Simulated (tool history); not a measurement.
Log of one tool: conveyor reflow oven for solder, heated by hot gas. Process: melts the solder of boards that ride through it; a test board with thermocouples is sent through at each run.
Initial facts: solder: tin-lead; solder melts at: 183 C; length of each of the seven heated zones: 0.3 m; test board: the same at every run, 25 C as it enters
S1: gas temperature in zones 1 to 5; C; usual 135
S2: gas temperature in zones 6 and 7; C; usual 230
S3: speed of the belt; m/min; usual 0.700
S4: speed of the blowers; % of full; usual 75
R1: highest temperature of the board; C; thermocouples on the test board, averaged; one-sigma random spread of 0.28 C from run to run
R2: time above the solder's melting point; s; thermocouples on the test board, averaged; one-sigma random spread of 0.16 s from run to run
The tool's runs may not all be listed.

{"run": 1, "hour": 0.0, "S1": 135, "S2": 230, "S3": 0.7, "S4": 75, "R1": 218.5, "R2": 38.7}
{"run": 2, "hour": 9.0, "S1": 135, "S2": 230, "S3": 0.7, "S4": 75, "R1": 218.7, "R2": 38.9}
{"run": 3, "hour": 17.7, "S1": 135, "S2": 230, "S3": 0.7, "S4": 75, "R1": 218.4, "R2": 39.0}
{"run": 4, "hour": 25.3, "S1": 135, "S2": 230, "S3": 0.7, "S4": 75, "R1": 218.8, "R2": 38.9}
{"run": 5, "hour": 38.4, "S1": 135, "S2": 230, "S3": 0.7, "S4": 59, "R1": 212.9, "R2": 35.3}
{"run": 6, "hour": 48.3, "S1": 135, "S2": 230, "S3": 0.7, "S4": 59, "R1": 213.0, "R2": 35.0}
{"run": 7, "hour": 60.7, "S1": 135, "S2": 230, "S3": 0.7, "S4": 75, "R1": 218.5, "R2": 38.6}
{"run": 8, "hour": 71.5, "S1": 135, "S2": 230, "S3": 0.7, "S4": 75, "R1": 218.7, "R2": 38.4}
{"run": 9, "hour": 82.8, "S1": 135, "S2": 230, "S3": 0.7, "S4": 75, "R1": 218.2, "R2": 38.5}
{"run": 10, "hour": 88.3, "S1": 135, "S2": 230, "S3": 0.7, "S4": 75, "R1": 218.6, "R2": 38.8}
{"run": 11, "hour": 94.8, "S1": 135, "S2": 230, "S3": 0.7, "S4": 75, "R1": 218.6, "R2": 38.7}
{"run": 12, "hour": 107.9, "S1": 135, "S2": 230, "S3": 0.7, "S4": 55, "R1": 211.7, "R2": 33.5}
{"run": 13, "hour": 117.1, "S1": 135, "S2": 230, "S3": 0.7, "S4": 55, "R1": 211.1, "R2": 33.6}
{"run": 14, "hour": 126.5, "S1": 135, "S2": 230, "S3": 0.7, "S4": 55, "R1": 210.9, "R2": 33.6}
{"run": 15, "hour": 139.0, "S1": 140, "S2": 230, "S3": 0.7, "S4": 55, "R1": 212.7, "R2": 35.6}
{"run": 16, "hour": 150.9, "S1": 135, "S2": 230, "S3": 0.7, "S4": 75, "R1": 218.5, "R2": 38.4}
{"run": 17, "hour": 160.9, "S1": 135, "S2": 230, "S3": 0.7, "S4": 62, "R1": 214.0, "R2": 36.1}
{"run": 18, "hour": 172.1, "S1": 135, "S2": 230, "S3": 0.7, "S4": 62, "R1": 214.4, "R2": 35.6}
{"run": 19, "hour": 179.7, "S1": 135, "S2": 230, "S3": 0.7, "S4": 73, "R1": 218.0, "R2": 38.3}
{"run": 20, "hour": 186.6, "S1": 122, "S2": 230, "S3": 0.7, "S4": 75, "R1": 215.8, "R2": 35.1}
{"run": 21, "hour": 193.3, "S1": 135, "S2": 230, "S3": 0.6, "S4": 75, "R1": 222.4, "R2": 48.2}
{"run": 22, "hour": 202.4, "S1": 129, "S2": 239, "S3": 0.833, "S4": 60, "R1": 212.2, "R2": 27.2}
{"run": 23, "hour": 211.1, "S1": 129, "S2": 239, "S3": 0.833, "S4": 60, "R1": 211.8, "R2": 27.1}
{"hour": 220.6, "done": "flux residue cleaned out of gas plates and filters"}
{"run": 24, "hour": 224.8, "S1": 129, "S2": 239, "S3": 0.833, "S4": 60, "R1": 212.9, "R2": 28.0}
{"run": 25, "hour": 236.9, "S1": 129, "S2": 239, "S3": 0.833, "S4": 71, "R1": 218.5, "R2": 30.7}
{"hour": 241.0, "done": "thermocouples of zones 6 and 7 changed"}
{"run": 26, "hour": 246.5, "S1": 135, "S2": 230, "S3": 0.7, "S4": 68, "R1": 213.1, "R2": 35.7}
{"run": 27, "hour": 259.4, "S1": 135, "S2": 222, "S3": 0.7, "S4": 62, "R1": 204.2, "R2": 29.4}
{"run": 28, "hour": 272.3, "S1": 135, "S2": 222, "S3": 0.7, "S4": 62, "R1": 203.9, "R2": 29.8}
{"run": 29, "hour": 280.0, "S1": 135, "S2": 222, "S3": 0.7, "S4": 62, "R1": 205.1, "R2": 29.8}
{"run": 30, "hour": 289.2, "S1": 134, "S2": 233, "S3": 0.735, "S4": 53, "R1": 207.6, "R2": 29.3}
{"run": 31, "hour": 294.9, "S1": 134, "S2": 233, "S3": 0.735, "S4": 53, "R1": 207.7, "R2": 29.2}

Predict each of these 4 candidate next runs independently; none follows another, all start after run 31:
{"run": "A", "hour": 303.9, "S1": 134, "S2": 233, "S3": 0.748, "S4": 57, "R1": "?", "R2": "?"}
{"run": "B", "hour": 303.9, "S1": 133, "S2": 230, "S3": 0.594, "S4": 78, "R1": "?", "R2": "?"}
{"run": "C", "hour": 303.9, "S1": 138, "S2": 230, "S3": 0.7, "S4": 75, "R1": "?", "R2": "?"}
{"run": "D", "hour": 303.9, "S1": 135, "S2": 231, "S3": 0.7, "S4": 59, "R1": "?", "R2": "?"}

run=A R1=209.3 R2=29.9
run=B R1=220.4 R2=47.0
run=C R1=215.5 R2=38.2
run=D R1=211.2 R2=33.9
The same runs, with their run-to-run variation unchanged, on a tool lacking any hidden condition would have given:
run=A R1=209.8 R2=30.2
run=B R1=220.9 R2=47.2
run=C R1=216.1 R2=38.5
run=D R1=211.7 R2=34.2
